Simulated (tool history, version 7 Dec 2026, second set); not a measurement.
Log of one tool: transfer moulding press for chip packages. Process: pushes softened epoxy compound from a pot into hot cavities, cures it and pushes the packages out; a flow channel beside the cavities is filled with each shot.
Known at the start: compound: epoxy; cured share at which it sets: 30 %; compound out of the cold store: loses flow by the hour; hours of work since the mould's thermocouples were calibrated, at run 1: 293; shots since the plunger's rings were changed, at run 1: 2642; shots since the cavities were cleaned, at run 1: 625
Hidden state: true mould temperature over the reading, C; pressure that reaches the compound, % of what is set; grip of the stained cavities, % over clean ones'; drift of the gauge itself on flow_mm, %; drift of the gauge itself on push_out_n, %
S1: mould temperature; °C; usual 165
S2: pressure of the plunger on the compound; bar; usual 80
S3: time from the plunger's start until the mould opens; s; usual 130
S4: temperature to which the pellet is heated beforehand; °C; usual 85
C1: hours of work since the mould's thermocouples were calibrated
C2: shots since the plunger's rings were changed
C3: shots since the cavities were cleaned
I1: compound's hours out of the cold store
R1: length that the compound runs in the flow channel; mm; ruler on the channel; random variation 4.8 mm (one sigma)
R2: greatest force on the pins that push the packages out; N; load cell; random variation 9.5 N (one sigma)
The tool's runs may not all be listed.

run	hour	S1	S2	S3	S4	C1	C2	C3	I1	R1	R2
1	0	165	80	130	85	293	2642	625	23.6	828	625
2	8.3	165	80	130	85	298	2717	700	32.4	801	635
3	16.5	165	80	130	85	303	2792	775	46.5	774	651
4	26.9	165	80	130	85	309	2887	870	19.3	838	685
# hour 35.2: cavities cleaned with cleaning compound and waxed
5	37.9	165	80	130	85	315	2973	24	10.9	865	450
6	50.9	165	80	158	85	323	3092	143	28.8	813	441
# hour 57.4: mould's thermocouples calibrated
7	61.5	165	80	158	85	2	3171	222	37.1	785	455
8	70.6	165	80	130	85	8	3253	304	45.6	764	533
9	81.2	165	86.5	130	85	14	3350	401	29.3	847	568
10	93.6	165	65.8	130	85	22	3463	514	40.8	709	588
11	102.2	165	65.8	130	85	27	3541	592	17.6	752	605
12	112.9	165	65.8	130	85	33	3639	690	42.9	697	632
13	122.1	165	80	130	83	39	3723	774	39.1	778	654
14	132.7	165	80	130	83	45	3819	870	21.1	816	654
# hour 140.8: cavities cleaned with cleaning compound and waxed
15	145.4	165	80	130	83	52	3921	42	13.9	834	483
16	157.2	172	80	130	89	59	4029	150	45.9	747	419
17	166.8	172	80	130	89	65	4116	237	26.8	783	448
18	172.5	161	80	160	89	68	4168	289	37.5	788	500
19	179.8	161	85.4	115	90	72	4234	355	10.8	875	951
20	186.8	166	93.3	130	85	77	4298	419	39	824	562
21	194.7	166	69.8	130	89	81	4371	492	23.2	747	576
22	200.6	166	69.8	130	89	85	4424	545	21.8	749	617
23	211.9	166	69.8	147	89	92	4528	649	17.9	761	536
24	224.5	168	73.7	157	75	99	4643	764	26.6	758	557
25	231.8	158	72.6	152	91	103	4709	830	46.4	728	744
26	238.7	170	80	130	83	108	4772	893	43.7	744	570
# hour 244.8: cavities cleaned with cleaning compound and waxed
27	253.3	165	80	130	78	115	4891	78	9.6	833	495
28	259.7	165	82.8	157	85	119	4949	136	32.8	785	427
29	268	165	75.1	130	85	124	5025	212	24	772	537

Forecast each of these 3 alternatives for the next run:
A	280.2	161	75.3	130	89	131	5136	323	27.8	?	?
B	280.2	160	79.6	152	85	131	5136	323	40	?	?
C	280.2	168	80	130	87	131	5136	323	28.8	?	?

run	R1	R2
A	767	699
B	761	567
C	774	513
Without the tool's hidden state the same runs would have given:
run	R1	R2
A	833	552
B	826	446
C	840	403

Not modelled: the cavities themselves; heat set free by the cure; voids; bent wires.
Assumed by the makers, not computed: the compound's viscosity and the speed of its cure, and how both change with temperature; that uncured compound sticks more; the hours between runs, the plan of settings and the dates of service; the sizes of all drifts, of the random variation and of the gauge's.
